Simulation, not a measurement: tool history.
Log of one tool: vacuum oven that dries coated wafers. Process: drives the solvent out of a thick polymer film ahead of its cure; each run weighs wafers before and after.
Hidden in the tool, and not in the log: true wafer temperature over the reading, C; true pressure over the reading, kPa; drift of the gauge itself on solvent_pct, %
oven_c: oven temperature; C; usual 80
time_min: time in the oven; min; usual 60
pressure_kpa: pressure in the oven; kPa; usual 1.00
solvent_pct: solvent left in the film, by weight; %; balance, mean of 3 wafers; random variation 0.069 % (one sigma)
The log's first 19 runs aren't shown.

run   hour  oven_c  time_min  pressure_kpa  hours of work since the thermocouples were calibrated  hours of work since the vacuum gauge was cleaned of residue  solvent_pct
 20  271.3      80        60          1.00                                                    811                                                          348         5.29
 21  290.1      79       104          1.00                                                    825                                                          362         2.53
 22  302.9      79       104          1.00                                                    835                                                          372         2.55
 23  312.4      80        36          3.77                                                    842                                                          379         8.83
 24  332.2      90        61          1.35                                                    857                                                          394         2.48
 25  342.2      76        81          3.13                                                    865                                                          401         5.47
 26  356.7      90        40          2.03                                                    876                                                          413         4.91
 27  374.6      90        40          2.03                                                    889                                                          426         4.89
 28  393.6      80        60          1.93                                                    903                                                          440         5.51
 29  403.5      91        99          1.00                                                    911                                                          448         0.68
 30  412.9      82        66          2.59                                                    918                                                          455         4.45
 31  426.4      82        88          1.87                                                    928                                                          465         2.87
 32  443.5      82        88          1.87                                                    941                                                          478         2.91
 33  462.8      82        41          1.77                                                    956                                                          493         7.41

4 ways to go on from here, each from the tool as it stands after run 33. What would each give?
  A  473.7      83        47          3.80                                                    964                                                          501            ?
  B  473.7      69        90          0.53                                                    964                                                          501            ?
  C  473.7      82        42          1.42                                                    964                                                          501            ?
  D  473.7      80        44          1.12                                                    964                                                          501            ?

run  solvent_pct
  A         6.44
  B         6.76
  C         6.98
  D         7.50
Without the tool's hidden state the same runs would have given:
run  solvent_pct
  A         5.78
  B         6.03
  C         6.33
  D         6.84

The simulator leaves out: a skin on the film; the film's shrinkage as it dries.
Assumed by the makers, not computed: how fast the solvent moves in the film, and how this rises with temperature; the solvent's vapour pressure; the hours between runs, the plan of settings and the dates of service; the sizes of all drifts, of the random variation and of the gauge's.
